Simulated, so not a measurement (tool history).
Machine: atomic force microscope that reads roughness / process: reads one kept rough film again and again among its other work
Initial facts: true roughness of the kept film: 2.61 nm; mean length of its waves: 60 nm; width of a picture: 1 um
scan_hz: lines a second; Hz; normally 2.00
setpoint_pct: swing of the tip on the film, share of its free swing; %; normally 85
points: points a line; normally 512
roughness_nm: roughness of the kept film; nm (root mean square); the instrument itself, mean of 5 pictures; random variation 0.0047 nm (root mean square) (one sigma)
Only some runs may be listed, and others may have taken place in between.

| run | hour | scan_hz | setpoint_pct | points | roughness_nm |
|---|---|---|---|---|---|
| 1 | 0.0 | 2.00 | 85 | 512 | 2.029 |
|  | 3.7 | new tip fitted |
| 2 | 47.8 | 2.00 | 85 | 512 | 2.022 |
| 3 | 107.6 | 2.00 | 61 | 512 | 2.396 |
|  | 132.0 | new tip fitted |
| 4 | 148.9 | 2.00 | 61 | 512 | 2.401 |
| 5 | 192.4 | 2.00 | 61 | 512 | 2.408 |
| 6 | 227.0 | 2.00 | 82 | 512 | 2.090 |
|  | 259.2 | new tip fitted |
| 7 | 267.0 | 1.12 | 57 | 582 | 2.501 |
| 8 | 336.9 | 1.56 | 85 | 733 | 2.128 |
|  | 385.3 | new tip fitted |
| 9 | 409.9 | 0.73 | 63 | 367 | 2.499 |

Forecast run 10:
| 10 | 455.1 | 2.00 | 78 | 512 | ? |

Run 10 measured roughness_nm 2.158 nm (root mean square).
If the tool had no hidden condition, the same run with the same run-to-run variation would have returned roughness_nm 2.156 nm (root mean square).

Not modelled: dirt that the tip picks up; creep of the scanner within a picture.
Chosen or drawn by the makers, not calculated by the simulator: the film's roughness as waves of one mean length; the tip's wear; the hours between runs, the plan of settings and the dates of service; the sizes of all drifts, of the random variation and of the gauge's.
